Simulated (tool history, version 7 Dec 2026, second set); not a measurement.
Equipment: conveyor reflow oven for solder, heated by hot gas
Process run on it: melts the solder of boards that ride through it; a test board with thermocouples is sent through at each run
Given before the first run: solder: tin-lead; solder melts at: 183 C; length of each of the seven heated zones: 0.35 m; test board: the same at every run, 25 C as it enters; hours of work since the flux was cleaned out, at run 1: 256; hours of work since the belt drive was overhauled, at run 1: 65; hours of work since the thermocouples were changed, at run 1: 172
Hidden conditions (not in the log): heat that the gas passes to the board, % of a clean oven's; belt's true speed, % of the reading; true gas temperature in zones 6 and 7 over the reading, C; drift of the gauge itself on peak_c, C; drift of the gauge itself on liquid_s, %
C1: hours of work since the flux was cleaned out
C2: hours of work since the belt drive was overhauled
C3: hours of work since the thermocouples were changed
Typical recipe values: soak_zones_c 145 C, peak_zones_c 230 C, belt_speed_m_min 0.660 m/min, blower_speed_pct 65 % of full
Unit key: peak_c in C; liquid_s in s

{"run": 1, "hour": 0.0, "soak_zones_c": 145, "peak_zones_c": 230, "belt_speed_m_min": 0.66, "blower_speed_pct": 65, "C1": 256, "C2": 65, "C3": 172, "peak_c": 211.2, "liquid_s": 45.7}
{"run": 2, "hour": 20.2, "soak_zones_c": 145, "peak_zones_c": 230, "belt_speed_m_min": 0.66, "blower_speed_pct": 65, "C1": 266, "C2": 75, "C3": 182, "peak_c": 211.2, "liquid_s": 45.4}
{"run": 3, "hour": 33.5, "soak_zones_c": 145, "peak_zones_c": 230, "belt_speed_m_min": 0.66, "blower_speed_pct": 65, "C1": 272, "C2": 82, "C3": 188, "peak_c": 212.0, "liquid_s": 45.9}
{"run": 4, "hour": 46.8, "soak_zones_c": 145, "peak_zones_c": 230, "belt_speed_m_min": 0.66, "blower_speed_pct": 65, "C1": 278, "C2": 88, "C3": 195, "peak_c": 211.1, "liquid_s": 45.5}
{"run": 5, "hour": 57.1, "soak_zones_c": 145, "peak_zones_c": 230, "belt_speed_m_min": 0.66, "blower_speed_pct": 65, "C1": 283, "C2": 93, "C3": 199, "peak_c": 210.8, "liquid_s": 45.3}
{"run": 6, "hour": 69.1, "soak_zones_c": 145, "peak_zones_c": 240, "belt_speed_m_min": 0.66, "blower_speed_pct": 65, "C1": 289, "C2": 99, "C3": 205, "peak_c": 221.1, "liquid_s": 50.9}
{"run": 7, "hour": 81.1, "soak_zones_c": 145, "peak_zones_c": 240, "belt_speed_m_min": 0.66, "blower_speed_pct": 65, "C1": 295, "C2": 105, "C3": 211, "peak_c": 220.2, "liquid_s": 51.2}
{"run": 8, "hour": 90.6, "soak_zones_c": 145, "peak_zones_c": 230, "belt_speed_m_min": 0.66, "blower_speed_pct": 76, "C1": 300, "C2": 109, "C3": 216, "peak_c": 214.7, "liquid_s": 48.8}
{"run": 9, "hour": 101.2, "soak_zones_c": 145, "peak_zones_c": 230, "belt_speed_m_min": 0.66, "blower_speed_pct": 55, "C1": 305, "C2": 114, "C3": 221, "peak_c": 208.1, "liquid_s": 41.9}
{"hour": 116.0, "done": "flux residue cleaned out of gas plates and filters"}
{"run": 10, "hour": 116.7, "soak_zones_c": 152, "peak_zones_c": 230, "belt_speed_m_min": 0.66, "blower_speed_pct": 65, "C1": 0, "C2": 119, "C3": 226, "peak_c": 213.6, "liquid_s": 50.5}
{"run": 11, "hour": 131.5, "soak_zones_c": 145, "peak_zones_c": 230, "belt_speed_m_min": 0.66, "blower_speed_pct": 65, "C1": 8, "C2": 127, "C3": 233, "peak_c": 213.2, "liquid_s": 46.7}
{"run": 12, "hour": 143.2, "soak_zones_c": 145, "peak_zones_c": 245, "belt_speed_m_min": 0.66, "blower_speed_pct": 65, "C1": 13, "C2": 132, "C3": 239, "peak_c": 225.0, "liquid_s": 54.9}
{"run": 13, "hour": 163.1, "soak_zones_c": 145, "peak_zones_c": 245, "belt_speed_m_min": 0.66, "blower_speed_pct": 65, "C1": 23, "C2": 142, "C3": 248, "peak_c": 225.2, "liquid_s": 53.9}
{"run": 14, "hour": 178.0, "soak_zones_c": 145, "peak_zones_c": 245, "belt_speed_m_min": 0.66, "blower_speed_pct": 65, "C1": 30, "C2": 149, "C3": 256, "peak_c": 225.4, "liquid_s": 53.9}
{"run": 15, "hour": 188.4, "soak_zones_c": 145, "peak_zones_c": 245, "belt_speed_m_min": 0.66, "blower_speed_pct": 65, "C1": 35, "C2": 154, "C3": 261, "peak_c": 225.0, "liquid_s": 53.8}
{"run": 16, "hour": 206.3, "soak_zones_c": 145, "peak_zones_c": 245, "belt_speed_m_min": 0.66, "blower_speed_pct": 65, "C1": 44, "C2": 163, "C3": 269, "peak_c": 225.4, "liquid_s": 53.8}
{"run": 17, "hour": 216.9, "soak_zones_c": 145, "peak_zones_c": 245, "belt_speed_m_min": 0.533, "blower_speed_pct": 60, "C1": 49, "C2": 168, "C3": 275, "peak_c": 229.6, "liquid_s": 71.1}
{"run": 18, "hour": 226.8, "soak_zones_c": 145, "peak_zones_c": 245, "belt_speed_m_min": 0.533, "blower_speed_pct": 60, "C1": 54, "C2": 173, "C3": 279, "peak_c": 230.9, "liquid_s": 70.8}
{"run": 19, "hour": 243.9, "soak_zones_c": 145, "peak_zones_c": 230, "belt_speed_m_min": 0.66, "blower_speed_pct": 81, "C1": 62, "C2": 181, "C3": 288, "peak_c": 217.1, "liquid_s": 50.1}
{"run": 20, "hour": 257.8, "soak_zones_c": 131, "peak_zones_c": 224, "belt_speed_m_min": 0.66, "blower_speed_pct": 65, "C1": 69, "C2": 188, "C3": 294, "peak_c": 205.1, "liquid_s": 35.3}
{"run": 21, "hour": 277.1, "soak_zones_c": 131, "peak_zones_c": 224, "belt_speed_m_min": 0.66, "blower_speed_pct": 65, "C1": 78, "C2": 197, "C3": 304, "peak_c": 205.2, "liquid_s": 35.6}
{"run": 22, "hour": 294.5, "soak_zones_c": 143, "peak_zones_c": 233, "belt_speed_m_min": 0.66, "blower_speed_pct": 85, "C1": 86, "C2": 206, "C3": 312, "peak_c": 220.7, "liquid_s": 51.3}
{"run": 23, "hour": 314.1, "soak_zones_c": 148, "peak_zones_c": 224, "belt_speed_m_min": 0.66, "blower_speed_pct": 65, "C1": 96, "C2": 215, "C3": 322, "peak_c": 208.6, "liquid_s": 43.8}
{"run": 24, "hour": 326.9, "soak_zones_c": 148, "peak_zones_c": 224, "belt_speed_m_min": 0.66, "blower_speed_pct": 65, "C1": 102, "C2": 221, "C3": 328, "peak_c": 207.3, "liquid_s": 43.6}
{"run": 25, "hour": 340.7, "soak_zones_c": 143, "peak_zones_c": 231, "belt_speed_m_min": 0.704, "blower_speed_pct": 51, "C1": 109, "C2": 228, "C3": 335, "peak_c": 203.7, "liquid_s": 35.2}
{"run": 26, "hour": 353.4, "soak_zones_c": 143, "peak_zones_c": 231, "belt_speed_m_min": 0.704, "blower_speed_pct": 51, "C1": 115, "C2": 234, "C3": 341, "peak_c": 204.6, "liquid_s": 34.6}
{"run": 27, "hour": 362.3, "soak_zones_c": 157, "peak_zones_c": 226, "belt_speed_m_min": 0.553, "blower_speed_pct": 76, "C1": 119, "C2": 238, "C3": 345, "peak_c": 217.3, "liquid_s": 66.8}
{"run": 28, "hour": 373.7, "soak_zones_c": 157, "peak_zones_c": 226, "belt_speed_m_min": 0.553, "blower_speed_pct": 76, "C1": 125, "C2": 244, "C3": 351, "peak_c": 217.2, "liquid_s": 66.9}
{"run": 29, "hour": 384.8, "soak_zones_c": 132, "peak_zones_c": 226, "belt_speed_m_min": 0.782, "blower_speed_pct": 57, "C1": 130, "C2": 249, "C3": 356, "peak_c": 196.1, "liquid_s": 20.4}
{"run": 30, "hour": 402.4, "soak_zones_c": 132, "peak_zones_c": 226, "belt_speed_m_min": 0.782, "blower_speed_pct": 57, "C1": 139, "C2": 258, "C3": 364, "peak_c": 197.3, "liquid_s": 20.6}
{"run": 31, "hour": 420.5, "soak_zones_c": 153, "peak_zones_c": 221, "belt_speed_m_min": 0.686, "blower_speed_pct": 50, "C1": 148, "C2": 267, "C3": 373, "peak_c": 199.5, "liquid_s": 33.9}
{"run": 32, "hour": 434.8, "soak_zones_c": 153, "peak_zones_c": 221, "belt_speed_m_min": 0.686, "blower_speed_pct": 50, "C1": 154, "C2": 274, "C3": 380, "peak_c": 200.0, "liquid_s": 34.5}

Below are 3 alternative next runs, each starting from the tool's condition after run 32. Predict each:
{"run": "A", "hour": 454.6, "soak_zones_c": 145, "peak_zones_c": 229, "belt_speed_m_min": 0.66, "blower_speed_pct": 65, "C1": 164, "C2": 283, "C3": 390, "peak_c": "?", "liquid_s": "?"}
{"run": "B", "hour": 454.6, "soak_zones_c": 145, "peak_zones_c": 225, "belt_speed_m_min": 0.66, "blower_speed_pct": 54, "C1": 164, "C2": 283, "C3": 390, "peak_c": "?", "liquid_s": "?"}
{"run": "C", "hour": 454.6, "soak_zones_c": 153, "peak_zones_c": 221, "belt_speed_m_min": 0.686, "blower_speed_pct": 55, "C1": 164, "C2": 283, "C3": 390, "peak_c": "?", "liquid_s": "?"}

run=A peak_c=211.2 liquid_s=45.4
run=B peak_c=203.7 liquid_s=38.1
run=C peak_c=202.4 liquid_s=37.4
With the hidden condition removed and each run's random variation left untouched, the same runs would have given:
run=A peak_c=213.1 liquid_s=46.7
run=B peak_c=205.4 liquid_s=39.7
run=C peak_c=204.0 liquid_s=39.1
